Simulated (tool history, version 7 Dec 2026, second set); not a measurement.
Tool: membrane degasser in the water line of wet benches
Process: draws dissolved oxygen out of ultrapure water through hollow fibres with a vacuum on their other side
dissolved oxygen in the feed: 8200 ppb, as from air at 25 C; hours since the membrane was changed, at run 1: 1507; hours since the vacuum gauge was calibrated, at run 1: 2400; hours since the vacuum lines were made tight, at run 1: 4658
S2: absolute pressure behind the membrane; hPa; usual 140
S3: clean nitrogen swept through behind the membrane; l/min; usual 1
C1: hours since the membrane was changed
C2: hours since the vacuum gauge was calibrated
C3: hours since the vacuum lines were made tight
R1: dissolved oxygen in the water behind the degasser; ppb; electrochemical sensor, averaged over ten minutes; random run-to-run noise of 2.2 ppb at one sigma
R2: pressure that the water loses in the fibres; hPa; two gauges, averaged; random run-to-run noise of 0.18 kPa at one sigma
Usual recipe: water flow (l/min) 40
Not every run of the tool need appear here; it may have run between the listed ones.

run 1 hour=0 | water_flow_(l/min)=40 S2=140 S3=1 | C1=1507 C2=2400 C3=4658 | R1=820.6 R2=313
run 2 hour=71.4 | water_flow_(l/min)=40 S2=171 S3=1 | C1=1578 C2=2472 C3=4729 | R1=1015.7 R2=314
run 3 hour=161.6 | water_flow_(l/min)=40 S2=140 S3=1 | C1=1668 C2=2562 C3=4820 | R1=819.4 R2=312.2
run 4 hour=228.8 | water_flow_(l/min)=40 S2=140 S3=0.65 | C1=1735 C2=2629 C3=4887 | R1=1105.1 R2=314.2
run 5 hour=299 | water_flow_(l/min)=40 S2=140 S3=1.7 | C1=1806 C2=2700 C3=4957 | R1=543.5 R2=314
run 6 hour=409.2 | water_flow_(l/min)=40 S2=140 S3=1 | C1=1916 C2=2810 C3=5067 | R1=818.8 R2=311.4
run 7 hour=460 | water_flow_(l/min)=40 S2=91 S3=1 | C1=1967 C2=2860 C3=5118 | R1=474.8 R2=312.1
run 8 hour=540.3 | water_flow_(l/min)=40 S2=91 S3=1 | C1=2047 C2=2941 C3=5198 | R1=472.7 R2=314.2
run 9 hour=615 | water_flow_(l/min)=40 S2=91 S3=1 | C1=2122 C2=3015 C3=5273 | R1=476.7 R2=313
run 10 hour=667.6 | water_flow_(l/min)=40 S2=91 S3=1 | C1=2174 C2=3068 C3=5326 | R1=474 R2=316.3
run 11 hour=738.9 | water_flow_(l/min)=40 S2=140 S3=0.95 | C1=2246 C2=3139 C3=5397 | R1=851.7 R2=315.9
run 12 hour=841.4 | water_flow_(l/min)=40 S2=140 S3=0.95 | C1=2348 C2=3242 C3=5499 | R1=848.9 R2=314
-- hour=929.6 vacuum gauge calibrated
run 13 hour=929.9 | water_flow_(l/min)=40 S2=216 S3=0.95 | C1=2436 C2=0 C3=5587 | R1=1342.8 R2=314
run 14 hour=983.6 | water_flow_(l/min)=40 S2=216 S3=0.95 | C1=2490 C2=54 C3=5641 | R1=1349.1 R2=311
run 15 hour=1034.2 | water_flow_(l/min)=40 S2=216 S3=0.95 | C1=2540 C2=105 C3=5692 | R1=1345.3 R2=313.9
run 16 hour=1129.1 | water_flow_(l/min)=40 S2=216 S3=0.95 | C1=2635 C2=200 C3=5787 | R1=1348.5 R2=315.8
run 17 hour=1212.2 | water_flow_(l/min)=40 S2=140 S3=1 | C1=2718 C2=283 C3=5870 | R1=814.5 R2=315.3
run 18 hour=1297.3 | water_flow_(l/min)=26 S2=179 S3=0.82 | C1=2803 C2=368 C3=5955 | R1=882.9 R2=205.3
run 19 hour=1404.4 | water_flow_(l/min)=25 S2=95 S3=0.57 | C1=2911 C2=475 C3=6062 | R1=520.7 R2=198.8
run 20 hour=1507.9 | water_flow_(l/min)=25 S2=129 S3=1.24 | C1=3014 C2=578 C3=6165 | R1=421.7 R2=196.9
run 21 hour=1609.5 | water_flow_(l/min)=49 S2=238 S3=1.24 | C1=3116 C2=680 C3=6267 | R1=1435.1 R2=384.6
run 22 hour=1661.2 | water_flow_(l/min)=40 S2=137 S3=1.02 | C1=3167 C2=732 C3=6319 | R1=783.1 R2=313.7
run 23 hour=1761.1 | water_flow_(l/min)=40 S2=137 S3=1.02 | C1=3267 C2=832 C3=6419 | R1=781.8 R2=314.3
run 24 hour=1817.2 | water_flow_(l/min)=40 S2=236 S3=1 | C1=3323 C2=888 C3=6475 | R1=1411.9 R2=314.8
run 25 hour=1906.5 | water_flow_(l/min)=44 S2=261 S3=0.55 | C1=3413 C2=977 C3=6564 | R1=2398 R2=349
run 26 hour=2002.9 | water_flow_(l/min)=27 S2=261 S3=2.43 | C1=3509 C2=1073 C3=6660 | R1=568.6 R2=212.4
run 27 hour=2071.4 | water_flow_(l/min)=28 S2=154 S3=2.31 | C1=3578 C2=1142 C3=6729 | R1=338.8 R2=221.8
run 28 hour=2140.4 | water_flow_(l/min)=60 S2=178 S3=2.31 | C1=3647 C2=1211 C3=6798 | R1=813.6 R2=477.3
run 29 hour=2185.8 | water_flow_(l/min)=60 S2=178 S3=2.31 | C1=3692 C2=1256 C3=6843 | R1=812.7 R2=476.4
run 30 hour=2286.5 | water_flow_(l/min)=25 S2=152 S3=1.66 | C1=3793 C2=1357 C3=6944 | R1=402.1 R2=197.1
run 31 hour=2336.9 | water_flow_(l/min)=37 S2=242 S3=0.58 | C1=3843 C2=1407 C3=6994 | R1=1974.1 R2=292.1
run 32 hour=2432.6 | water_flow_(l/min)=49 S2=139 S3=0.58 | C1=3939 C2=1503 C3=7090 | R1=1344 R2=389.2
run 33 hour=2486 | water_flow_(l/min)=49 S2=139 S3=0.58 | C1=3992 C2=1556 C3=7144 | R1=1344.4 R2=386.4

Entry by entry between the runs, the difference in hidden state between the last listed run before and the first listed run after:
Logged between run 12 and run 13: vacuum gauge calibrated (hour 929.6)
  true pressure behind the membrane over the reading, kPa: 0.15 -> 0.02; air that leaks in behind the membrane, l/min: 0.0088 -> 0.009
  measured result minus the result with no hidden state, R1: +11.9 -> +3.1 ppb; R2: +3.7 -> +3.9 hPa
